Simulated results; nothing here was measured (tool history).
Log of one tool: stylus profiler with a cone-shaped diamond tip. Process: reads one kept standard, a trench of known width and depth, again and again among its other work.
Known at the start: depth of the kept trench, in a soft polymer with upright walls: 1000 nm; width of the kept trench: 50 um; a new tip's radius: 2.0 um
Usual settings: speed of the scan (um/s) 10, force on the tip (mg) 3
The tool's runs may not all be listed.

run,day,speed of the scan (um/s),force on the tip (mg),depth of the trench (nm),width of the trench's floor (µm)
1,0,10,3,1006.8,45.89
2,0.917,10,3,1006.74,45.89
3,1.967,10,3,1006.66,45.83
4,2.942,10,3,1006.79,45.86
5,3.788,10,3,1007.02,45.79
6,4.8,10,5.19,1009.68,45.78
# day 4.896: height scale calibrated on a step standard
7,5.825,10,5.19,1009.95,45.78
8,6.896,6,7,1011.83,45.72
# day 7.167: height scale calibrated on a step standard, once more
9,7.883,10,2.77,1005.53,45.82
10,8.438,16,3.92,1006.78,45.7
11,9.392,16,3.92,1006.83,45.72
12,10.383,16,3.92,1006.82,45.66
13,11.171,16,3.92,1006.69,45.63

3 ways to go on from here, each from the tool as it stands after run 13. What would each give?
A,11.742,8,1.54,?,?
B,11.742,12,5.7,?,?
C,11.742,4,4.67,?,?

run,depth of the trench (nm),width of the trench's floor (µm)
A,1003.57,45.69
B,1009.45,45.6
C,1007.93,45.68
Without the tool's hidden state the same runs would have given:
run,depth of the trench (nm),width of the trench's floor (µm)
A,1003.82,46.54
B,1009.7,46.46
C,1008.18,46.54
